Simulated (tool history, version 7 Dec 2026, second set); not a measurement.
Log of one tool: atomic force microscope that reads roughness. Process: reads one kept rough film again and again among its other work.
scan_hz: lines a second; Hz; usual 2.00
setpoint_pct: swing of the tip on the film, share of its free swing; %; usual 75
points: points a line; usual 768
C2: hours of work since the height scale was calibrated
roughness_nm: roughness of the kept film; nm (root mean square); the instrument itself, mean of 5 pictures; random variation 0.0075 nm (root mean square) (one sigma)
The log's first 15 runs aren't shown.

{"run": 16, "hour": 248.3, "scan_hz": 3.73, "setpoint_pct": 75, "points": 768, "pictures with this tip": 173, "C2": 823, "roughness_nm": 1.243}
{"hour": 261.0, "done": "new tip fitted"}
{"run": 17, "hour": 266.6, "scan_hz": 2.0, "setpoint_pct": 75, "points": 768, "pictures with this tip": 10, "C2": 835, "roughness_nm": 1.545}
{"run": 18, "hour": 281.0, "scan_hz": 2.16, "setpoint_pct": 75, "points": 768, "pictures with this tip": 36, "C2": 845, "roughness_nm": 1.503}
{"run": 19, "hour": 307.0, "scan_hz": 2.16, "setpoint_pct": 75, "points": 768, "pictures with this tip": 82, "C2": 862, "roughness_nm": 1.456}
{"run": 20, "hour": 334.7, "scan_hz": 2.16, "setpoint_pct": 75, "points": 768, "pictures with this tip": 131, "C2": 881, "roughness_nm": 1.4}
{"run": 21, "hour": 361.3, "scan_hz": 0.9, "setpoint_pct": 70, "points": 977, "pictures with this tip": 179, "C2": 899, "roughness_nm": 1.447}
{"hour": 370.3, "done": "new tip fitted"}
{"run": 22, "hour": 379.9, "scan_hz": 2.5, "setpoint_pct": 86, "points": 956, "pictures with this tip": 17, "C2": 911, "roughness_nm": 1.374}
{"run": 23, "hour": 403.2, "scan_hz": 3.8, "setpoint_pct": 57, "points": 341, "pictures with this tip": 58, "C2": 927, "roughness_nm": 1.546}
{"run": 24, "hour": 419.2, "scan_hz": 2.98, "setpoint_pct": 57, "points": 341, "pictures with this tip": 87, "C2": 938, "roughness_nm": 1.532}
{"run": 25, "hour": 444.0, "scan_hz": 2.98, "setpoint_pct": 57, "points": 341, "pictures with this tip": 131, "C2": 955, "roughness_nm": 1.46}
{"run": 26, "hour": 464.5, "scan_hz": 0.62, "setpoint_pct": 58, "points": 341, "pictures with this tip": 168, "C2": 969, "roughness_nm": 1.488}
{"hour": 480.2, "done": "new tip fitted"}
{"run": 27, "hour": 487.6, "scan_hz": 2.0, "setpoint_pct": 55, "points": 768, "pictures with this tip": 13, "C2": 984, "roughness_nm": 1.679}
{"run": 28, "hour": 507.3, "scan_hz": 2.0, "setpoint_pct": 55, "points": 768, "pictures with this tip": 48, "C2": 997, "roughness_nm": 1.617}
{"run": 29, "hour": 523.8, "scan_hz": 2.46, "setpoint_pct": 66, "points": 309, "pictures with this tip": 77, "C2": 1009, "roughness_nm": 1.485}
{"run": 30, "hour": 538.8, "scan_hz": 0.73, "setpoint_pct": 61, "points": 448, "pictures with this tip": 104, "C2": 1019, "roughness_nm": 1.554}

Forecast run 31:
{"run": 31, "hour": 558.0, "scan_hz": 2.57, "setpoint_pct": 84, "points": 644, "pictures with this tip": 138, "C2": 1032, "roughness_nm": "?"}

roughness_nm: 1.257 nm (root mean square)
Without the tool's hidden state the same run would have given roughness_nm 1.424 nm (root mean square).
